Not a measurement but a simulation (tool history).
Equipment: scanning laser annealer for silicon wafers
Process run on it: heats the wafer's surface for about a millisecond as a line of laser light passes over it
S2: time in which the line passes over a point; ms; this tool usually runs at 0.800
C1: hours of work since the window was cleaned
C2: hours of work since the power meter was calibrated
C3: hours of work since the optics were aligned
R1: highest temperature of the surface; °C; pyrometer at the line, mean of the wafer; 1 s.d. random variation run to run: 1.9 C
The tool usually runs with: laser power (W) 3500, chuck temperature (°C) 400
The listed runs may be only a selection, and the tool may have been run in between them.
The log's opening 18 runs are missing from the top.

run 19 hour=165.8 | laser_power_(W)=3500 S2=0.800 chuck_temperature_(°C)=389 | C1=122 C2=215 C3=213 | R1=1108
run 20 hour=175.3 | laser_power_(W)=3500 S2=0.800 chuck_temperature_(°C)=400 | C1=128 C2=221 C3=219 | R1=1124
run 21 hour=184.8 | laser_power_(W)=3500 S2=0.800 chuck_temperature_(°C)=421 | C1=133 C2=226 C3=225 | R1=1146
run 22 hour=192.6 | laser_power_(W)=3447 S2=0.567 chuck_temperature_(°C)=400 | C1=138 C2=231 C3=229 | R1=981
run 23 hour=199.2 | laser_power_(W)=3431 S2=0.690 chuck_temperature_(°C)=428 | C1=142 C2=235 C3=234 | R1=1075
run 24 hour=206.4 | laser_power_(W)=3586 S2=0.715 chuck_temperature_(°C)=400 | C1=147 C2=240 C3=238 | R1=1095
-- hour=209.9 laser's power meter calibrated
run 25 hour=214.8 | laser_power_(W)=3586 S2=0.715 chuck_temperature_(°C)=400 | C1=150 C2=3 C3=241 | R1=1094
run 26 hour=222.7 | laser_power_(W)=3586 S2=0.715 chuck_temperature_(°C)=400 | C1=155 C2=8 C3=246 | R1=1098
run 27 hour=228.2 | laser_power_(W)=3586 S2=0.756 chuck_temperature_(°C)=400 | C1=158 C2=11 C3=250 | R1=1123
run 28 hour=235.2 | laser_power_(W)=3788 S2=0.656 chuck_temperature_(°C)=404 | C1=163 C2=16 C3=254 | R1=1110
run 29 hour=242.3 | laser_power_(W)=3662 S2=0.882 chuck_temperature_(°C)=423 | C1=167 C2=20 C3=258 | R1=1227
-- hour=247.5 laser's power meter calibrated, once more
run 30 hour=252.4 | laser_power_(W)=3662 S2=0.882 chuck_temperature_(°C)=423 | C1=172 C2=3 C3=263 | R1=1230
run 31 hour=258.8 | laser_power_(W)=3662 S2=0.882 chuck_temperature_(°C)=423 | C1=176 C2=7 C3=267 | R1=1229
run 32 hour=266.3 | laser_power_(W)=3799 S2=0.902 chuck_temperature_(°C)=406 | C1=180 C2=12 C3=271 | R1=1260
run 33 hour=277.8 | laser_power_(W)=3799 S2=0.902 chuck_temperature_(°C)=406 | C1=187 C2=19 C3=278 | R1=1257
run 34 hour=287.5 | laser_power_(W)=3799 S2=0.902 chuck_temperature_(°C)=406 | C1=193 C2=25 C3=285 | R1=1257
run 35 hour=298.9 | laser_power_(W)=3500 S2=0.593 chuck_temperature_(°C)=431 | C1=200 C2=32 C3=292 | R1=1038
run 36 hour=304.2 | laser_power_(W)=3500 S2=0.800 chuck_temperature_(°C)=432 | C1=204 C2=35 C3=295 | R1=1149
run 37 hour=311.7 | laser_power_(W)=3632 S2=0.668 chuck_temperature_(°C)=385 | C1=208 C2=40 C3=300 | R1=1063
run 38 hour=321.0 | laser_power_(W)=3838 S2=0.711 chuck_temperature_(°C)=378 | C1=214 C2=45 C3=305 | R1=1129
run 39 hour=327.3 | laser_power_(W)=3838 S2=0.711 chuck_temperature_(°C)=378 | C1=218 C2=49 C3=309 | R1=1128
run 40 hour=338.5 | laser_power_(W)=3838 S2=0.824 chuck_temperature_(°C)=385 | C1=225 C2=56 C3=316 | R1=1204
run 41 hour=344.4 | laser_power_(W)=3507 S2=0.596 chuck_temperature_(°C)=400 | C1=229 C2=60 C3=320 | R1=1010

Below are 3 alternative next runs, each starting from the tool's condition after run 41. Predict each:
run A hour=355.9 | laser_power_(W)=3500 S2=0.800 chuck_temperature_(°C)=397 | C1=236 C2=67 C3=327 | R1=?
run B hour=355.9 | laser_power_(W)=3500 S2=0.670 chuck_temperature_(°C)=372 | C1=236 C2=67 C3=327 | R1=?
run C hour=355.9 | laser_power_(W)=3507 S2=0.604 chuck_temperature_(°C)=400 | C1=236 C2=67 C3=327 | R1=?

run=A R1=1113
run=B R1=1016
run=C R1=1010
With the hidden condition removed and each run's random variation left untouched, the same runs would have given:
run=A R1=1139
run=B R1=1040
run=C R1=1032
